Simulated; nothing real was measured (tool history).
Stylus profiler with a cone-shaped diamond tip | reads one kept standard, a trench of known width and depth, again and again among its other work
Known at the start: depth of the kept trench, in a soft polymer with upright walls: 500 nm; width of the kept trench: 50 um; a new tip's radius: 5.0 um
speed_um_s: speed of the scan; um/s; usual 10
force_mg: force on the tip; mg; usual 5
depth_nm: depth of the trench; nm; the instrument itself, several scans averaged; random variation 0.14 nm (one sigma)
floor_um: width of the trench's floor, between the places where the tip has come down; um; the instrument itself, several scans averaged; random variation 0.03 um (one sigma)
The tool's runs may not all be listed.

| run | hour | speed_um_s | force_mg | depth_nm | floor_um |
|---|---|---|---|---|---|
| 1 | 0 | 10 | 5 | 513.42 | 43.58 |
| 2 | 88.6 | 10 | 5 | 513.59 | 43.5 |
| 3 | 192.1 | 10 | 5 | 513.83 | 43.45 |
| 4 | 302.9 | 10 | 5 | 513.86 | 43.39 |
| 5 | 408 | 10 | 5 | 514.11 | 43.32 |
| 6 | 489.8 | 10 | 13.27 | 526.59 | 43.3 |
| 7 | 555.3 | 11 | 5 | 514.14 | 43.31 |
| 8 | 639 | 11 | 5 | 514.32 | 43.23 |
| 9 | 707.5 | 11 | 5 | 514.36 | 43.17 |
|  | 785.4 | new tip fitted, height scale calibrated |
| 10 | 819.2 | 11 | 3.46 | 511.01 | 45.63 |
| 11 | 935.4 | 11 | 3.46 | 510.76 | 45.57 |
| 12 | 1032 | 11 | 3.46 | 510.73 | 45.45 |
| 13 | 1135.4 | 10 | 9.66 | 521.65 | 45.44 |
| 14 | 1200.4 | 10 | 5 | 513.89 | 45.38 |
| 15 | 1253.4 | 10 | 5 | 514.09 | 45.36 |
| 16 | 1306 | 10 | 5 | 514.23 | 45.31 |
| 17 | 1404 | 10 | 5 | 514.58 | 45.22 |
| 18 | 1467 | 10 | 5 | 514.49 | 45.13 |
| 19 | 1555.7 | 4 | 5 | 514.36 | 45.12 |
| 20 | 1604.8 | 34 | 5 | 514.84 | 44.98 |
| 21 | 1697.4 | 10 | 1.8 | 508.21 | 45 |
| 22 | 1789.4 | 10 | 5 | 514.91 | 44.99 |
| 23 | 1887.4 | 10 | 4.9 | 514.88 | 44.93 |
| 24 | 1996.7 | 10 | 2.59 | 510.36 | 44.8 |
| 25 | 2070.9 | 23 | 3.13 | 511.74 | 44.72 |
| 26 | 2119.5 | 23 | 3.13 | 511.86 | 44.69 |
|  | 2127.8 | height scale calibrated on a step standard |
| 27 | 2181.6 | 7 | 1.74 | 509.26 | 44.76 |
| 28 | 2275.2 | 17 | 11.13 | 525.84 | 44.65 |
| 29 | 2372.8 | 16 | 4.13 | 515.15 | 44.6 |
| 30 | 2458 | 7 | 2.35 | 511.19 | 44.55 |
| 31 | 2572.8 | 7 | 2.35 | 511.5 | 44.4 |
| 32 | 2635.8 | 7 | 1.81 | 510.1 | 44.42 |
|  | 2678.4 | height scale calibrated on a step standard, once more |
| 33 | 2723.6 | 7 | 1.81 | 506.99 | 44.35 |
| 34 | 2772.2 | 17 | 11.37 | 523.7 | 44.31 |
| 35 | 2878.3 | 17 | 11.37 | 523.41 | 44.31 |
| 36 | 2972.3 | 17 | 11.37 | 524.09 | 44.22 |
| 37 | 3059 | 34 | 3.87 | 511.74 | 44.07 |
| 38 | 3155.4 | 34 | 3.87 | 512.13 | 43.97 |
| 39 | 3223.2 | 13 | 4.49 | 513.16 | 44.1 |
| 40 | 3320.8 | 3 | 13.62 | 527.81 | 44.03 |
| 41 | 3423.2 | 3 | 2.88 | 510.23 | 43.97 |
| 42 | 3527.1 | 4 | 5.44 | 515.29 | 43.89 |
| 43 | 3607.9 | 4 | 2.58 | 509.85 | 43.81 |

3 ways to go on from here, each from the tool as it stands after run 43. What would each give?
| A | 3663.3 | 17 | 3.67 | ? | ? |
| B | 3663.3 | 31 | 10.47 | ? | ? |
| C | 3663.3 | 33 | 6.41 | ? | ? |

| run | depth_nm | floor_um |
|---|---|---|
| A | 512.28 | 43.78 |
| B | 523.77 | 43.81 |
| C | 517.27 | 43.75 |
Without the tool's hidden state the same runs would have given:
| run | depth_nm | floor_um |
|---|---|---|
| A | 510.96 | 45.57 |
| B | 522.42 | 45.6 |
| C | 515.93 | 45.55 |

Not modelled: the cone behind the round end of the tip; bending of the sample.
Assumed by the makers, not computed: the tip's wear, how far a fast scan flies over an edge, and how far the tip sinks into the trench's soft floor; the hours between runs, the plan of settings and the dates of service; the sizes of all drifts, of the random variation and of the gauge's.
